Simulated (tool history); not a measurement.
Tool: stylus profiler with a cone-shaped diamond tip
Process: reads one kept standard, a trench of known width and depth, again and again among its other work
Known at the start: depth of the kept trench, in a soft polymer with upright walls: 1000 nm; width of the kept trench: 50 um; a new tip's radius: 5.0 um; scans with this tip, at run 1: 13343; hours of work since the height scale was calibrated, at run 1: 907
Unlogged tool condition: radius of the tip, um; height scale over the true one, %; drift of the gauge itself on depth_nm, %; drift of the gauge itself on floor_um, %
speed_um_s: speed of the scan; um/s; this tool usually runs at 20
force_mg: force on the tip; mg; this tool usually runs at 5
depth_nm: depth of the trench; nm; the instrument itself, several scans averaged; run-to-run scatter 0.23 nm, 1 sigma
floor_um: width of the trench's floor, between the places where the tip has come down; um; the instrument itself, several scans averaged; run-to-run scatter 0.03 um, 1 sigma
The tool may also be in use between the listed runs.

run    hour  speed_um_s  force_mg  scans with this tip  hours of work since the height scale was calibrated  depth_nm  floor_um
  1       0          20         5                13343                                                  907   1012.41     43.94
  2    93.1          20         5                14003                                                  951   1012.68     43.92
  3   141.3          20         5                14344                                                  975   1011.95     43.93
  4   216.8          16         5                14879                                                 1011   1011.95      43.9
  5   319.5          16         5                15606                                                 1060   1012.61     43.93
  6   397.8          20         5                16161                                                 1098    1012.5     43.93
  7   466.7          20      8.43                16648                                                 1131   1017.34     43.94
  8   541.4          20     14.04                17177                                                 1167   1024.99        44
  9   630.4          20     14.04                17808                                                 1210   1024.77     43.97
      737.5  -- new tip fitted, height scale calibrated
 10   741.7          20         5                   29                                                    2   1012.57     43.98
 11   835.4          20         5                  693                                                   47   1012.43     44.02
 12   887.6          20         5                 1063                                                   72   1012.13     43.95
 13   937.9          20         5                 1419                                                   96   1012.15     43.98
 14  1046.1          20         5                 2185                                                  148   1012.17     43.95
 15  1112.5          20      3.66                 2655                                                  180   1009.66     43.96
 16  1220.3          20      3.66                 3419                                                  232   1010.18     43.97
 17  1311.2          46      3.66                 4062                                                  276   1010.35      43.9
 18  1375.3          58         5                 4516                                                  307   1012.09     43.88
 19  1434.8          58         5                 4937                                                  335   1012.77      43.9
 20    1505          58         5                 5435                                                  369   1012.21     43.87
 21  1590.1          58         5                 6037                                                  410   1012.27      43.9
 22  1667.2          11      2.16                 6583                                                  447    1007.1     43.96
 23  1744.9          20      5.36                 7133                                                  485   1012.43     43.99
 24  1823.7          20      5.36                 7692                                                  523   1013.07     43.96
 25  1907.8          30      14.9                 8287                                                  563    1026.3     43.93
 26  1999.4          30      14.9                 8936                                                  607    1025.7     43.94
 27  2044.9          30      14.9                 9258                                                  629   1025.74     43.92
 28  2148.5          12      9.94                 9992                                                  679   1019.55     43.97
 29  2246.3          20     11.97                10684                                                  726   1022.02      43.9
 30  2352.3          58      7.57                11435                                                  777   1016.43     43.92
 31  2455.8          58      7.57                12168                                                  827    1016.4     43.93
 32  2518.6          50      5.47                12612                                                  857   1012.79     43.86
 33  2571.5          50      5.47                12987                                                  882   1012.66     43.92
 34  2655.5          10      5.11                13582                                                  923   1012.05     43.98
 35  2706.7          23      2.11                13944                                                  947   1006.99     43.95
 36  2803.2          60      3.57                14627                                                  994   1009.22     43.85

5 options for the next run, each taken on its own from the tool as it stands now. Forecast them:
  A  2856.2          60      7.15                15003                                                 1019         ?         ?
  B  2856.2          20      4.26                15003                                                 1019         ?         ?
  C  2856.2           9      4.86                15003                                                 1019         ?         ?
  D  2856.2           7     11.07                15003                                                 1019         ?         ?
  E  2856.2          16       6.8                15003                                                 1019         ?         ?

run  depth_nm  floor_um
  A   1015.76     43.84
  B   1011.37      43.9
  C   1012.11     43.96
  D   1021.08     43.95
  E   1015.36      43.9
Without the tool's hidden state the same runs would have given:
run  depth_nm  floor_um
  A    1015.7     43.87
  B   1011.31     43.92
  C   1012.05     43.99
  D   1021.02     43.98
  E    1015.3     43.93
